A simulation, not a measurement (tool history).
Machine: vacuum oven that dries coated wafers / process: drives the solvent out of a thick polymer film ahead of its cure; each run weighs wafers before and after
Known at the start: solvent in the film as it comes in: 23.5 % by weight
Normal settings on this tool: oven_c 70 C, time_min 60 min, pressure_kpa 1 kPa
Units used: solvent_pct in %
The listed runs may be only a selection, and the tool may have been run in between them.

| run | hour | oven_c | time_min | pressure_kpa | solvent_pct |
|---|---|---|---|---|---|
| 1 | 0 | 70 | 60 | 1 | 2.74 |
| 2 | 42.1 | 70 | 60 | 1 | 2.76 |
| 3 | 88.6 | 70 | 60 | 1 | 2.76 |
| 4 | 122.6 | 70 | 60 | 1 | 2.78 |
| 5 | 148.6 | 70 | 60 | 0.6 | 2.54 |
| 6 | 210.8 | 70 | 60 | 0.6 | 2.48 |
| 7 | 272.8 | 70 | 60 | 0.6 | 2.49 |
| 8 | 334.6 | 70 | 60 | 0.6 | 2.54 |
| 9 | 362.7 | 70 | 60 | 0.6 | 2.54 |
| 10 | 399 | 70 | 60 | 0.6 | 2.51 |
| 11 | 448.5 | 70 | 60 | 0.6 | 2.51 |
| 12 | 491.8 | 70 | 60 | 0.6 | 2.5 |
| 13 | 518.6 | 70 | 60 | 1 | 2.76 |
| 14 | 569.3 | 70 | 60 | 1 | 2.74 |
| 15 | 620.8 | 70 | 60 | 1 | 2.74 |
| 16 | 674.6 | 70 | 60 | 1 | 2.83 |
| 17 | 707.4 | 70 | 60 | 1 | 2.81 |
| 18 | 733.8 | 55 | 60 | 1 | 8.81 |
| 19 | 785.3 | 55 | 60 | 1 | 8.78 |
| 20 | 837.3 | 55 | 60 | 1 | 8.74 |
| 21 | 887.2 | 75 | 60 | 0.75 | 1.44 |
| 22 | 941.5 | 75 | 105 | 1.09 | 0.72 |
| 23 | 1000.2 | 75 | 105 | 1.09 | 0.72 |
| 24 | 1058.7 | 59 | 85 | 3.45 | 6.97 |
| 25 | 1117.2 | 59 | 78 | 0.89 | 5.21 |
| 26 | 1168.8 | 59 | 52 | 0.89 | 7.79 |
| 27 | 1194.7 | 70 | 97 | 3.95 | 3.18 |
| 28 | 1233 | 60 | 35 | 0.57 | 9.75 |
| 29 | 1287.2 | 70 | 62 | 1 | 2.68 |
| 30 | 1349.6 | 56 | 62 | 1 | 8.1 |
| 31 | 1409.9 | 65 | 95 | 0.71 | 2.03 |
| 32 | 1446.7 | 65 | 75 | 0.53 | 2.91 |
| 33 | 1507.6 | 61 | 93 | 1 | 3.55 |
| 34 | 1533.9 | 61 | 93 | 1 | 3.57 |
| 35 | 1560.7 | 61 | 93 | 1 | 3.52 |
| 36 | 1621.2 | 62 | 36 | 1.34 | 9.27 |

Withheld: 1 entry from between the runs. Position of each, and hidden state at the listed run before versus the listed run after:
After run 15, before run 16: oven's thermocouples calibrated (hour 653.2)
  true wafer temperature over the reading, C: 0.04 -> 0.01

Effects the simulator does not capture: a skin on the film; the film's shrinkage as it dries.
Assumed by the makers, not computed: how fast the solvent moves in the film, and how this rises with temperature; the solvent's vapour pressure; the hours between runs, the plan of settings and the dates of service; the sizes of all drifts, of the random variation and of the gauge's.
